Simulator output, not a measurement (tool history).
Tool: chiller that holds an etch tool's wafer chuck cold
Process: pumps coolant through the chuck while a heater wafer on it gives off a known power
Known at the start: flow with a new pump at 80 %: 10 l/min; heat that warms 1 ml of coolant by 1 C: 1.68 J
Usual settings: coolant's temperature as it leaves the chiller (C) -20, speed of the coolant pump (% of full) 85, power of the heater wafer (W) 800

run	hour	coolant's temperature as it leaves the chiller (C)	speed of the coolant pump (% of full)	power of the heater wafer (W)	chuck's temperature once it has settled (C)	how much warmer the coolant comes back (C)
1	0	-20	85	800	-10.6	2.65
2	39.8	-20	85	445	-14.9	1.52
3	78.2	-21	85	800	-11.6	2.68
4	111.2	-20	95	800	-11.6	2.43
5	143.9	-20	85	800	-10.6	2.7
6	176.3	-20	85	800	-10.7	2.71
7	202	-20	85	800	-10.6	2.65
8	235.5	-20	85	800	-10.8	2.71
9	256	-20	85	800	-10.5	2.67
10	295.5	-20	85	800	-10.5	2.66
11	317.4	-20	91	800	-11.1	2.52
12	350.9	-20	91	800	-11.1	2.51
13	375.9	-20	85	800	-10.7	2.7
14	396.3	-15	85	612	-7.9	2.04
15	421	-15	85	612	-7.9	2.08
16	437.5	-20	64	800	-7.9	3.53
17	464.8	-27	63	800	-15	3.65
18	495.5	-29	79	531	-22.3	1.98
19	514.7	-20	79	712	-11	2.52
20	537.2	-18	85	1089	-5.3	3.66
21	556.9	-20	73	444	-13.9	1.7
22	592.6	-20	73	444	-14	1.76
23	608.6	-10	96	948	0	2.85
24	636.8	-20	63	1086	-3.4	4.9
25	659.6	-18	73	486	-11.5	1.83
26	691.3	-11	72	680	-1.7	2.65

3 ways to go on from here, each from the tool as it stands after run 26. What would each give?
A	707.7	-17	76	751	?	?
B	707.7	-20	65	601	?	?
C	707.7	-20	70	537	?	?

run	chuck's temperature once it has settled (C)	how much warmer the coolant comes back (C)
A	-7.2	2.84
B	-11.1	2.71
C	-12.6	2.16
Without the tool's hidden state the same runs would have given:
run	chuck's temperature once it has settled (C)	how much warmer the coolant comes back (C)
A	-7.3	2.83
B	-11.1	2.7
C	-12.6	2.16
